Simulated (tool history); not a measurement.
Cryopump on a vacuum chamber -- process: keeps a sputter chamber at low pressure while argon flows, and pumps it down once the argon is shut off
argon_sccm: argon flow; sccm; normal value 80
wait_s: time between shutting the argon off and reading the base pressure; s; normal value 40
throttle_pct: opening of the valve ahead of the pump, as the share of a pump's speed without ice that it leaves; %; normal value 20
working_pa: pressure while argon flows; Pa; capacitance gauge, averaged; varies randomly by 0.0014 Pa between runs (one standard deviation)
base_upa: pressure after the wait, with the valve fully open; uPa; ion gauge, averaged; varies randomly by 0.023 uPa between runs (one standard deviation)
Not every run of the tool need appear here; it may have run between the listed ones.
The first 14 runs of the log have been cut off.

run   hour  argon_sccm  wait_s  throttle_pct  working_pa  base_upa
 15  223.0         104      40            20      0.4235      2.08
 16  237.6         104      40            20      0.4252      2.05
 17  251.4         104      40            20      0.4267      1.98
 18  265.5         104      40            20      0.4260      2.10
 19  278.0         104      40            20      0.4283      2.04
 20  292.6          80     107            57      0.1207      1.71
 21  308.9          48      40            24      0.1662      2.12
 22  329.7          39      40            17      0.1887      2.10
 23  343.5          56      40            36      0.1322      2.13
 24  360.9          56      40            28      0.1671      2.14
 25  374.7          49      26            20      0.2028      2.47
 26  386.2         144      26            20      0.5986      2.49
 27  403.0         126     154            27      0.3944      1.80
 28  415.5         126     154            23      0.4596      1.72
 29  425.4         126     186            36      0.3021      1.74
 30  437.8         126     186            36      0.2995      1.70
 31  447.5         126     230            36      0.3015      1.76
 32  462.9         126     230            36      0.3008      1.80
     478.7  -- pump warmed up, emptied and cooled again
 33  484.6         126     230            36      0.2806      1.52
 34  501.4          93     223            26      0.2847      1.51

Branching from run 34: 3 alternative next runs. What would each branch give?
  A  510.0          38      48            27           ?         ?
  B  510.0          44     223            22           ?         ?
  C  510.0         158      78            55           ?         ?

run  working_pa  base_upa
  A      0.1126      1.88
  B      0.1601      1.47
  C      0.2307      1.64
Stripped of hidden state, with their random variation kept, the same runs would have yielded:
run  working_pa  base_upa
  A      0.1119      0.66
  B      0.1593      0.24
  C      0.2280      0.43
